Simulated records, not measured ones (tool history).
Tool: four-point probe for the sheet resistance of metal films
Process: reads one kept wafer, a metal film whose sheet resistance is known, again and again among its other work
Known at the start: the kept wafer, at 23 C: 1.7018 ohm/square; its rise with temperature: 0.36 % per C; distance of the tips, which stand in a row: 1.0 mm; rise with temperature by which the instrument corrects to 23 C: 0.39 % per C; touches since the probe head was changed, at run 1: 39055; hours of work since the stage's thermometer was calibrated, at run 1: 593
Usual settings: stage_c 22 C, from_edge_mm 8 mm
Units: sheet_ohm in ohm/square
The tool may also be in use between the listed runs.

run,hour,stage_c,from_edge_mm,touches since the probe head was changed,hours of work since the stage's thermometer was calibrated,sheet_ohm
1,0,22,8,39055,593,1.724528
2,146.6,22,8,42464,709,1.725593
3,259.5,22,3,45088,799,1.807159
4,407.6,22,3,48532,916,1.807654
5,484.3,22,54,50316,977,1.71181
6,627.7,22,54,53650,1091,1.712247
# hour 634.5: stage's thermometer calibrated
7,771.1,19,29,56975,108,1.713067
8,842.7,22,5,58640,165,1.747708
# hour 905.8: stage's thermometer calibrated, once more
9,955.6,22,3,61252,39,1.811039
10,1059.1,22,52,63659,122,1.715028
11,1183.3,19,8,66547,220,1.731161

Some steps in sheet_ohm between neighbouring runs. How much of each would the tool show without its hidden state too (settings, what came in, random variation), and how much is left for the hidden state, with any gauge scatter that isn't in both results?
The hidden state here: inner tips' distance over the nominal, %; tips' flats over new ones', %; wafer's true temperature over the reading, C; drift of the gauge itself on sheet_ohm, %.
Run 8 -> 9: from_edge_mm 5 -> 3, stage's thermometer calibrated, once more. sheet_ohm +0.063331 ohm/square: hidden state +0.003649, all else +0.059682.
Run 9 -> 10: from_edge_mm 3 -> 52. sheet_ohm -0.096011 ohm/square: hidden state -0.000504, all else -0.095507.

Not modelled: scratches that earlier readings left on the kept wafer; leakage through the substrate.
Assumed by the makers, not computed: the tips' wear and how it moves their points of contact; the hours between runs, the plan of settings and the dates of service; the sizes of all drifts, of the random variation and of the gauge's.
